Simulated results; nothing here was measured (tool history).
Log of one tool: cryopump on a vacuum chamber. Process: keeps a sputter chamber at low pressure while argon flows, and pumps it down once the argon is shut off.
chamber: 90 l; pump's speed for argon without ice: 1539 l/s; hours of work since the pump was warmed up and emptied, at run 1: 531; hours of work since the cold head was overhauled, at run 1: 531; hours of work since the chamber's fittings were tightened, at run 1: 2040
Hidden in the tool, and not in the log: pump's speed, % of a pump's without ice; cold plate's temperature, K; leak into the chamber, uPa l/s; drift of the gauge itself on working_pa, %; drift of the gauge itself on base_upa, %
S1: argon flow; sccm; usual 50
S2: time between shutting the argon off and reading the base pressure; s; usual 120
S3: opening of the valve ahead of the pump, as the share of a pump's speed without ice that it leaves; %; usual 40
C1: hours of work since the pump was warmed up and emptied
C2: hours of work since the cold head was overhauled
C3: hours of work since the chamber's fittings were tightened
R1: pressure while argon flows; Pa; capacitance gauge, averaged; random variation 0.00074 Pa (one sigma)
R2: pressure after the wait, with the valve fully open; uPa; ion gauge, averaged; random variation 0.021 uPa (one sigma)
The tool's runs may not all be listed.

{"run": 1, "day": 0.0, "S1": 50, "S2": 120, "S3": 40, "C1": 531, "C2": 531, "C3": 2040, "R1": 0.1431, "R2": 2.21}
{"run": 2, "day": 2.175, "S1": 50, "S2": 120, "S3": 30, "C1": 564, "C2": 564, "C3": 2072, "R1": 0.1896, "R2": 2.2}
{"run": 3, "day": 4.504, "S1": 50, "S2": 120, "S3": 40, "C1": 598, "C2": 598, "C3": 2107, "R1": 0.1435, "R2": 2.21}
{"run": 4, "day": 6.875, "S1": 50, "S2": 120, "S3": 40, "C1": 634, "C2": 634, "C3": 2142, "R1": 0.1441, "R2": 2.33}
{"run": 5, "day": 7.867, "S1": 50, "S2": 120, "S3": 40, "C1": 648, "C2": 648, "C3": 2157, "R1": 0.1456, "R2": 2.28}
{"run": 6, "day": 9.275, "S1": 20, "S2": 120, "S3": 40, "C1": 669, "C2": 669, "C3": 2178, "R1": 0.0577, "R2": 2.39}
{"run": 7, "day": 10.492, "S1": 50, "S2": 120, "S3": 40, "C1": 687, "C2": 687, "C3": 2196, "R1": 0.1459, "R2": 2.4}
{"run": 8, "day": 11.758, "S1": 50, "S2": 120, "S3": 40, "C1": 706, "C2": 706, "C3": 2215, "R1": 0.1435, "R2": 2.41}
{"run": 9, "day": 13.725, "S1": 50, "S2": 120, "S3": 40, "C1": 735, "C2": 735, "C3": 2244, "R1": 0.1447, "R2": 2.48}
{"run": 10, "day": 15.433, "S1": 22, "S2": 120, "S3": 40, "C1": 761, "C2": 761, "C3": 2269, "R1": 0.0647, "R2": 2.56}
{"run": 11, "day": 17.058, "S1": 22, "S2": 120, "S3": 40, "C1": 785, "C2": 785, "C3": 2293, "R1": 0.0648, "R2": 2.52}
{"run": 12, "day": 18.667, "S1": 50, "S2": 120, "S3": 40, "C1": 809, "C2": 809, "C3": 2317, "R1": 0.1465, "R2": 2.62}
{"run": 13, "day": 19.654, "S1": 50, "S2": 120, "S3": 40, "C1": 823, "C2": 823, "C3": 2332, "R1": 0.1465, "R2": 2.63}
{"run": 14, "day": 21.562, "S1": 50, "S2": 120, "S3": 51, "C1": 852, "C2": 852, "C3": 2360, "R1": 0.1171, "R2": 2.59}
{"run": 15, "day": 22.917, "S1": 50, "S2": 120, "S3": 51, "C1": 872, "C2": 872, "C3": 2380, "R1": 0.1172, "R2": 2.67}
{"run": 16, "day": 24.85, "S1": 50, "S2": 120, "S3": 51, "C1": 900, "C2": 900, "C3": 2409, "R1": 0.1183, "R2": 2.64}
{"run": 17, "day": 26.979, "S1": 50, "S2": 120, "S3": 40, "C1": 932, "C2": 932, "C3": 2441, "R1": 0.1488, "R2": 2.69}
{"run": 18, "day": 28.162, "S1": 50, "S2": 120, "S3": 40, "C1": 950, "C2": 950, "C3": 2458, "R1": 0.1486, "R2": 2.79}
{"run": 19, "day": 29.342, "S1": 50, "S2": 120, "S3": 40, "C1": 967, "C2": 967, "C3": 2476, "R1": 0.1498, "R2": 2.84}
{"run": 20, "day": 30.533, "S1": 65, "S2": 120, "S3": 35, "C1": 985, "C2": 985, "C3": 2493, "R1": 0.2184, "R2": 2.87}
{"run": 21, "day": 32.054, "S1": 29, "S2": 23, "S3": 33, "C1": 1007, "C2": 1007, "C3": 2516, "R1": 0.1028, "R2": 3.85}
{"run": 22, "day": 33.221, "S1": 29, "S2": 23, "S3": 33, "C1": 1025, "C2": 1025, "C3": 2533, "R1": 0.1031, "R2": 3.85}
{"run": 23, "day": 35.175, "S1": 50, "S2": 85, "S3": 40, "C1": 1054, "C2": 1054, "C3": 2562, "R1": 0.1493, "R2": 3.04}
{"run": 24, "day": 37.329, "S1": 50, "S2": 85, "S3": 40, "C1": 1086, "C2": 1086, "C3": 2594, "R1": 0.1506, "R2": 3.03}
{"run": 25, "day": 38.779, "S1": 40, "S2": 98, "S3": 56, "C1": 1107, "C2": 1107, "C3": 2616, "R1": 0.0898, "R2": 3.09}
{"run": 26, "day": 40.071, "S1": 27, "S2": 225, "S3": 31, "C1": 1126, "C2": 1126, "C3": 2635, "R1": 0.1038, "R2": 2.9}
{"run": 27, "day": 42.321, "S1": 27, "S2": 225, "S3": 31, "C1": 1160, "C2": 1160, "C3": 2668, "R1": 0.1022, "R2": 2.97}
{"run": 28, "day": 43.317, "S1": 47, "S2": 120, "S3": 50, "C1": 1175, "C2": 1175, "C3": 2683, "R1": 0.1157, "R2": 3.19}
{"day": 44.862, "done": "pump warmed up, emptied and cooled again"}
{"run": 29, "day": 45.804, "S1": 47, "S2": 120, "S3": 50, "C1": 14, "C2": 1208, "C3": 2717, "R1": 0.103, "R2": 2.53}
{"run": 30, "day": 47.096, "S1": 65, "S2": 120, "S3": 43, "C1": 33, "C2": 1228, "C3": 2736, "R1": 0.1673, "R2": 2.58}
{"run": 31, "day": 48.567, "S1": 30, "S2": 52, "S3": 43, "C1": 55, "C2": 1249, "C3": 2758, "R1": 0.0769, "R2": 2.86}
{"run": 32, "day": 50.408, "S1": 30, "S2": 52, "S3": 43, "C1": 82, "C2": 1277, "C3": 2785, "R1": 0.0776, "R2": 2.9}
{"run": 33, "day": 52.562, "S1": 76, "S2": 47, "S3": 50, "C1": 114, "C2": 1309, "C3": 2817, "R1": 0.1699, "R2": 2.96}
{"run": 34, "day": 54.671, "S1": 50, "S2": 32, "S3": 45, "C1": 146, "C2": 1340, "C3": 2849, "R1": 0.1244, "R2": 3.29}
{"run": 35, "day": 56.033, "S1": 91, "S2": 120, "S3": 40, "C1": 166, "C2": 1360, "C3": 2869, "R1": 0.2558, "R2": 2.69}

The same runs without the tool's hidden state, with the same run-to-run variation:
run=1 R1=0.1374 R2=0.42
run=2 R1=0.1835 R2=0.41
run=3 R1=0.137 R2=0.41
run=4 R1=0.1371 R2=0.43
run=5 R1=0.1385 R2=0.41
run=6 R1=0.0547 R2=0.42
run=7 R1=0.1383 R2=0.4
run=8 R1=0.1357 R2=0.43
run=9 R1=0.1365 R2=0.45
run=10 R1=0.061 R2=0.45
run=11 R1=0.0609 R2=0.42
run=12 R1=0.1373 R2=0.44
run=13 R1=0.1371 R2=0.43
run=14 R1=0.1072 R2=0.41
run=15 R1=0.1071 R2=0.43
run=16 R1=0.1078 R2=0.42
run=17 R1=0.1378 R2=0.4
run=18 R1=0.1374 R2=0.44
run=19 R1=0.1383 R2=0.45
run=20 R1=0.2032 R2=0.47
run=21 R1=0.0958 R2=1.43
run=22 R1=0.096 R2=1.41
run=23 R1=0.1366 R2=0.53
run=24 R1=0.1373 R2=0.49
run=25 R1=0.079 R2=0.49
run=26 R1=0.0963 R2=0.32
run=27 R1=0.0946 R2=0.34
run=28 R1=0.1021 R2=0.44
run=29 R1=0.1024 R2=0.44
run=30 R1=0.1662 R2=0.43
run=31 R1=0.0763 R2=0.72
run=32 R1=0.0768 R2=0.73
run=33 R1=0.1674 R2=0.76
run=34 R1=0.1224 R2=1.07
run=35 R1=0.2517 R2=0.42

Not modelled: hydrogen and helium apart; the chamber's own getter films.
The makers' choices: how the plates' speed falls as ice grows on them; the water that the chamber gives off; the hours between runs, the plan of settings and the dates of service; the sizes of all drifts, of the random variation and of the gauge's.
